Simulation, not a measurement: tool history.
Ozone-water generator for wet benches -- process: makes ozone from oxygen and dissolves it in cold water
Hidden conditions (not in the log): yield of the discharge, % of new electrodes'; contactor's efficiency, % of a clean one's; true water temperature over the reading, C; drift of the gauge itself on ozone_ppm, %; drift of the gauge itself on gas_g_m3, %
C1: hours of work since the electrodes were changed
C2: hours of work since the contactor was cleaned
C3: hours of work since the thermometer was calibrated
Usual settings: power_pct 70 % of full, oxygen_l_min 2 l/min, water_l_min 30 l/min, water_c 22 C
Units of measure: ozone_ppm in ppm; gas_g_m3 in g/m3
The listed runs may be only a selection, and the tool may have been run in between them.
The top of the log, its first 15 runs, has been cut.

{"run": 16, "hour": 378.6, "power_pct": 53, "oxygen_l_min": 2, "water_l_min": 30, "water_c": 22, "C1": 555, "C2": 3394, "C3": 267, "ozone_ppm": 6.7, "gas_g_m3": 150.7}
{"run": 17, "hour": 414.9, "power_pct": 70, "oxygen_l_min": 2, "water_l_min": 27, "water_c": 22, "C1": 581, "C2": 3419, "C3": 293, "ozone_ppm": 8.8, "gas_g_m3": 174.8}
{"run": 18, "hour": 431.5, "power_pct": 67, "oxygen_l_min": 1.96, "water_l_min": 38, "water_c": 21, "C1": 593, "C2": 3431, "C3": 305, "ozone_ppm": 5.8, "gas_g_m3": 171}
{"run": 19, "hour": 449.6, "power_pct": 92, "oxygen_l_min": 2, "water_l_min": 30, "water_c": 22, "C1": 606, "C2": 3444, "C3": 318, "ozone_ppm": 9.3, "gas_g_m3": 207.1}
{"run": 20, "hour": 483.7, "power_pct": 92, "oxygen_l_min": 2, "water_l_min": 30, "water_c": 22, "C1": 630, "C2": 3468, "C3": 342, "ozone_ppm": 9.2, "gas_g_m3": 206.5}
{"run": 21, "hour": 504.7, "power_pct": 92, "oxygen_l_min": 2, "water_l_min": 30, "water_c": 22, "C1": 645, "C2": 3483, "C3": 357, "ozone_ppm": 9.2, "gas_g_m3": 206.5}
{"run": 22, "hour": 523.5, "power_pct": 57, "oxygen_l_min": 1.12, "water_l_min": 30, "water_c": 22, "C1": 658, "C2": 3496, "C3": 370, "ozone_ppm": 5.9, "gas_g_m3": 215.2}
{"run": 23, "hour": 543.4, "power_pct": 81, "oxygen_l_min": 1.12, "water_l_min": 30, "water_c": 22, "C1": 672, "C2": 3510, "C3": 384, "ozone_ppm": 7.1, "gas_g_m3": 266.3}
{"run": 24, "hour": 562.3, "power_pct": 65, "oxygen_l_min": 1.42, "water_l_min": 28, "water_c": 29, "C1": 685, "C2": 3524, "C3": 397, "ozone_ppm": 7.1, "gas_g_m3": 205.8}
{"run": 25, "hour": 591.5, "power_pct": 64, "oxygen_l_min": 1.34, "water_l_min": 27, "water_c": 22, "C1": 706, "C2": 3544, "C3": 418, "ozone_ppm": 7.4, "gas_g_m3": 209.5}
{"run": 26, "hour": 615.6, "power_pct": 51, "oxygen_l_min": 2, "water_l_min": 30, "water_c": 22, "C1": 723, "C2": 3561, "C3": 435, "ozone_ppm": 6.6, "gas_g_m3": 146.6}
{"run": 27, "hour": 651.1, "power_pct": 51, "oxygen_l_min": 2, "water_l_min": 30, "water_c": 22, "C1": 748, "C2": 3586, "C3": 460, "ozone_ppm": 6.6, "gas_g_m3": 145.7}
{"run": 28, "hour": 686.8, "power_pct": 55, "oxygen_l_min": 2.14, "water_l_min": 27, "water_c": 22, "C1": 773, "C2": 3611, "C3": 485, "ozone_ppm": 7.4, "gas_g_m3": 149}
{"run": 29, "hour": 719.7, "power_pct": 60, "oxygen_l_min": 2.14, "water_l_min": 27, "water_c": 22, "C1": 796, "C2": 3635, "C3": 508, "ozone_ppm": 8, "gas_g_m3": 155.2}
{"run": 30, "hour": 739.8, "power_pct": 60, "oxygen_l_min": 2.14, "water_l_min": 27, "water_c": 22, "C1": 811, "C2": 3649, "C3": 523, "ozone_ppm": 8, "gas_g_m3": 154.5}
{"run": 31, "hour": 760.4, "power_pct": 70, "oxygen_l_min": 2, "water_l_min": 30, "water_c": 18, "C1": 825, "C2": 3663, "C3": 537, "ozone_ppm": 8, "gas_g_m3": 176.6}

3 options for the next run, each taken on its own from the tool as it stands now. Forecast them:
{"run": "A", "hour": 778.4, "power_pct": 48, "oxygen_l_min": 2, "water_l_min": 30, "water_c": 22, "C1": 838, "C2": 3676, "C3": 550, "ozone_ppm": "?", "gas_g_m3": "?"}
{"run": "B", "hour": 778.4, "power_pct": 86, "oxygen_l_min": 1.02, "water_l_min": 35, "water_c": 22, "C1": 838, "C2": 3676, "C3": 550, "ozone_ppm": "?", "gas_g_m3": "?"}
{"run": "C", "hour": 778.4, "power_pct": 88, "oxygen_l_min": 2, "water_l_min": 22, "water_c": 27, "C1": 838, "C2": 3676, "C3": 550, "ozone_ppm": "?", "gas_g_m3": "?"}

run=A ozone_ppm=6.3 gas_g_m3=141.5
run=B ozone_ppm=6 gas_g_m3=284.4
run=C ozone_ppm=11.7 gas_g_m3=201.3
The same runs, with their run-to-run variation unchanged, on a tool lacking any hidden condition would have given:
run=A ozone_ppm=6.6 gas_g_m3=144.5
run=B ozone_ppm=6.3 gas_g_m3=293
run=C ozone_ppm=12.3 gas_g_m3=207.5

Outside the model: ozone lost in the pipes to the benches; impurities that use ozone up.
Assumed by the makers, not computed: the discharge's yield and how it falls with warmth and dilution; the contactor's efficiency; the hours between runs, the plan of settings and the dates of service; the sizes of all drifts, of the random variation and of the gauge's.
